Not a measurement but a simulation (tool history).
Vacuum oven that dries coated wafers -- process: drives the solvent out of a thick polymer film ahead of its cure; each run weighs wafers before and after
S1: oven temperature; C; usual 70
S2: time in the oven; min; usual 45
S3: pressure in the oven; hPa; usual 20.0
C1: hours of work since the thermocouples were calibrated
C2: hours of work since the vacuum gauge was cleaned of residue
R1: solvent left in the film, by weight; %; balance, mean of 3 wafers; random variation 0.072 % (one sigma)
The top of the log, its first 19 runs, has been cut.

| run | hour | S1 | S2 | S3 | C1 | C2 | R1 |
|---|---|---|---|---|---|---|---|
| 20 | 166.9 | 66 | 24 | 25.9 | 307 | 270 | 10.44 |
| 21 | 177.1 | 81 | 38 | 25.9 | 312 | 275 | 3.52 |
| 22 | 184.9 | 83 | 29 | 25.9 | 315 | 278 | 4.21 |
| 23 | 195.6 | 81 | 35 | 50.7 | 320 | 283 | 4.74 |
| 24 | 202.0 | 81 | 35 | 50.7 | 323 | 286 | 4.89 |
| 25 | 210.1 | 81 | 35 | 50.7 | 326 | 290 | 4.76 |
| 26 | 217.5 | 81 | 35 | 50.7 | 329 | 293 | 4.88 |
| 27 | 223.6 | 81 | 35 | 24.8 | 332 | 296 | 3.77 |
| 28 | 235.1 | 74 | 67 | 41.3 | 337 | 301 | 3.67 |
| 29 | 240.9 | 82 | 39 | 31.4 | 340 | 303 | 3.37 |
| 30 | 252.4 | 73 | 57 | 31.4 | 345 | 308 | 3.88 |
| 31 | 261.8 | 73 | 57 | 31.4 | 349 | 313 | 3.91 |
| 32 | 268.3 | 72 | 42 | 25.2 | 352 | 315 | 5.22 |
| 33 | 277.3 | 70 | 55 | 27.0 | 356 | 319 | 4.58 |

5 options for the next run, each taken on its own from the tool as it stands now. Forecast them:
| A | 284.0 | 66 | 26 | 26.3 | 359 | 322 | ? |
| B | 284.0 | 61 | 55 | 27.0 | 359 | 322 | ? |
| C | 284.0 | 59 | 74 | 20.0 | 359 | 322 | ? |
| D | 284.0 | 77 | 27 | 77.3 | 359 | 322 | ? |
| E | 284.0 | 70 | 65 | 16.4 | 359 | 322 | ? |

| run | R1 |
|---|---|
| A | 9.85 |
| B | 7.54 |
| C | 6.05 |
| D | 8.29 |
| E | 3.31 |
With the hidden condition removed and each run's random variation left untouched, the same runs would have given:
| run | R1 |
|---|---|
| A | 9.83 |
| B | 7.52 |
| C | 6.03 |
| D | 8.28 |
| E | 3.29 |

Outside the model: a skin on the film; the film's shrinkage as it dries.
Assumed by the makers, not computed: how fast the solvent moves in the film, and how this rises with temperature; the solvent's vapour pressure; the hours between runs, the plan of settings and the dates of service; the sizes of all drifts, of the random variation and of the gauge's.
